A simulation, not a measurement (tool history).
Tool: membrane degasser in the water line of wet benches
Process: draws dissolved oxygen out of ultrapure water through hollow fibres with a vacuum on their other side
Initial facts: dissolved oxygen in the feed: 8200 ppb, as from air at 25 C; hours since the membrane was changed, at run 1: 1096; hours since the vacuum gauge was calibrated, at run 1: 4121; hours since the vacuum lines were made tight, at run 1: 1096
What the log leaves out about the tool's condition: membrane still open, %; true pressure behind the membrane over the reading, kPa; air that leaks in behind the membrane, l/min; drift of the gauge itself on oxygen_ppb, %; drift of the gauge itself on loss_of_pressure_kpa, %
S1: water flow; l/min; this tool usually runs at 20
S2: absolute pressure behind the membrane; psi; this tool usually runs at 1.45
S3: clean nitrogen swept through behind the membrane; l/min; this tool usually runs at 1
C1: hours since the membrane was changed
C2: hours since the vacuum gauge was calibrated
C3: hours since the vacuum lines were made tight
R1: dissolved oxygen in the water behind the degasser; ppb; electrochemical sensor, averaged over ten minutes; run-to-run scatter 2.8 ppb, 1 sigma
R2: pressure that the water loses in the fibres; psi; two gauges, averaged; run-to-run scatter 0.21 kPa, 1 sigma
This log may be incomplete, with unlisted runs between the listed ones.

Run 1, hour 0: usual settings; C1 1096; C2 4121; C3 1096. Result: R1 330.1 ppb, R2 7.063 psi.
Run 2, hour 135.4: usual settings but S1 17 l/min; C1 1232; C2 4256; C3 1232. Result: R1 279.9 ppb, R2 6.057 psi.
Run 3, hour 352.6: usual settings but S1 17 l/min; C1 1449; C2 4473; C3 1449. Result: R1 281.7 ppb, R2 6.096 psi.
Run 4, hour 541.4: usual settings; C1 1638; C2 4662; C3 1638. Result: R1 328.9 ppb, R2 7.169 psi.
Run 5, hour 708.2: usual settings; C1 1805; C2 4829; C3 1805. Result: R1 326.4 ppb, R2 7.147 psi.
Run 6, hour 839.1: usual settings; C1 1935; C2 4960; C3 1935. Result: R1 331.9 ppb, R2 7.147 psi.
Run 7, hour 1099.5: usual settings; C1 2196; C2 5220; C3 2196. Result: R1 335.4 ppb, R2 7.155 psi.
Run 8, hour 1212.9: usual settings; C1 2309; C2 5333; C3 2309. Result: R1 338.7 ppb, R2 7.166 psi.
Run 9, hour 1493.8: usual settings; C1 2590; C2 5614; C3 2590. Result: R1 339.9 ppb, R2 7.295 psi.
Run 10, hour 1712.3: usual settings; C1 2809; C2 5833; C3 2809. Result: R1 341 ppb, R2 7.255 psi.
Run 11, hour 1966.9: usual settings; C1 3063; C2 6087; C3 3063. Result: R1 339.7 ppb, R2 7.262 psi.
Run 12, hour 2134.8: usual settings; C1 3231; C2 6255; C3 3231. Result: R1 341.7 ppb, R2 7.291 psi.
Run 13, hour 2316.3: usual settings; C1 3413; C2 6437; C3 3413. Result: R1 344.5 ppb, R2 7.364 psi.
Run 14, hour 2582.1: usual settings; C1 3678; C2 6703; C3 3678. Result: R1 339 ppb, R2 7.3 psi.
Run 15, hour 2788.1: usual settings; C1 3884; C2 6909; C3 3884. Result: R1 342.1 ppb, R2 7.31 psi.
Run 16, hour 2901.7: usual settings but S2 1.04 psi; C1 3998; C2 7022; C3 3998. Result: R1 225.8 ppb, R2 7.288 psi.
Run 17, hour 3064.1: usual settings but S2 3.58 psi; C1 4160; C2 7185; C3 4160. Result: R1 911.3 ppb, R2 7.38 psi.
At hour 3173.6: vacuum gauge calibrated.
Run 18, hour 3246.6: usual settings but S2 2.63 psi; C1 4342; C2 73; C3 4342. Result: R1 639.8 ppb, R2 7.38 psi.
Run 19, hour 3500.1: usual settings but S1 25 l/min, S2 0.88 psi; C1 4596; C2 326; C3 4596. Result: R1 213.7 ppb, R2 9.172 psi.
Run 20, hour 3679.6: usual settings but S1 25 l/min, S2 0.88 psi; C1 4775; C2 506; C3 4775. Result: R1 214.9 ppb, R2 9.232 psi.
Run 21, hour 3844.2: usual settings but S1 25 l/min, S2 0.88 psi; C1 4940; C2 671; C3 4940. Result: R1 215.4 ppb, R2 9.262 psi.
Run 22, hour 4045.7: usual settings but S1 25 l/min, S2 0.88 psi; C1 5142; C2 872; C3 5142. Result: R1 218 ppb, R2 9.266 psi.
At hour 4070.9: seals of the vacuum lines changed.
Run 23, hour 4244.2: usual settings but S1 15 l/min, S3 0.96 l/min; C1 5338; C2 1069; C3 173. Result: R1 246.8 ppb, R2 5.588 psi.
Run 24, hour 4422.2: usual settings but S1 19 l/min, S2 3.42 psi, S3 2.5 l/min; C1 5516; C2 1247; C3 351. Result: R1 376.2 ppb, R2 7.063 psi.
Run 25, hour 4688.9: usual settings but S3 0.9 l/min; C1 5783; C2 1513; C3 618. Result: R1 353.5 ppb, R2 7.387 psi.
Run 26, hour 4817.1: usual settings but S3 0.9 l/min; C1 5911; C2 1641; C3 746. Result: R1 352.2 ppb, R2 7.506 psi.
Run 27, hour 5069: usual settings but S1 13 l/min, S3 1.93 l/min; C1 6163; C2 1893; C3 998. Result: R1 114.3 ppb, R2 4.91 psi.
Run 28, hour 5282.4: usual settings but S1 16 l/min, S3 0.55 l/min; C1 6376; C2 2107; C3 1211. Result: R1 421.3 ppb, R2 5.976 psi.
Run 29, hour 5471.9: usual settings but S1 16 l/min, S3 0.55 l/min; C1 6566; C2 2296; C3 1401. Result: R1 421 ppb, R2 6.06 psi.
Run 30, hour 5737.3: usual settings but S1 16 l/min, S3 0.55 l/min; C1 6831; C2 2562; C3 1666. Result: R1 427.1 ppb, R2 6.035 psi.
Run 31, hour 5890.1: usual settings but S1 16 l/min, S3 0.55 l/min; C1 6984; C2 2714; C3 1819. Result: R1 425 ppb, R2 6.093 psi.
Run 32, hour 6173.3: usual settings but S1 16 l/min, S2 1.41 psi, S3 1.32 l/min; C1 7267; C2 2998; C3 2102. Result: R1 199.4 ppb, R2 6.031 psi.

Forecast each of these 4 alternatives for the next run:
Run A, hour 6347.9: usual settings but S1 28 l/min, S2 2.61 psi, S3 1.32 l/min; C1 7442; C2 3172; C3 2277. Result: R1 ?, R2 ?.
Run B, hour 6347.9: usual settings but S2 1.09 psi, S3 2.16 l/min; C1 7442; C2 3172; C3 2277. Result: R1 ?, R2 ?.
Run C, hour 6347.9: usual settings but S3 1.04 l/min; C1 7442; C2 3172; C3 2277. Result: R1 ?, R2 ?.
Run D, hour 6347.9: usual settings but S1 16 l/min, S2 1.89 psi, S3 1.32 l/min; C1 7442; C2 3172; C3 2277. Result: R1 ?, R2 ?.

run     R1      R2
  A  741.8  10.685
  B  125.1   7.575
  C    320   7.527
  D  289.8   6.076
Stripped of hidden state, with their random variation kept, the same runs would have yielded:
run     R1     R2
  A  701.3  9.887
  B  108.2  7.008
  C  296.6  6.963
  D  276.3   5.62
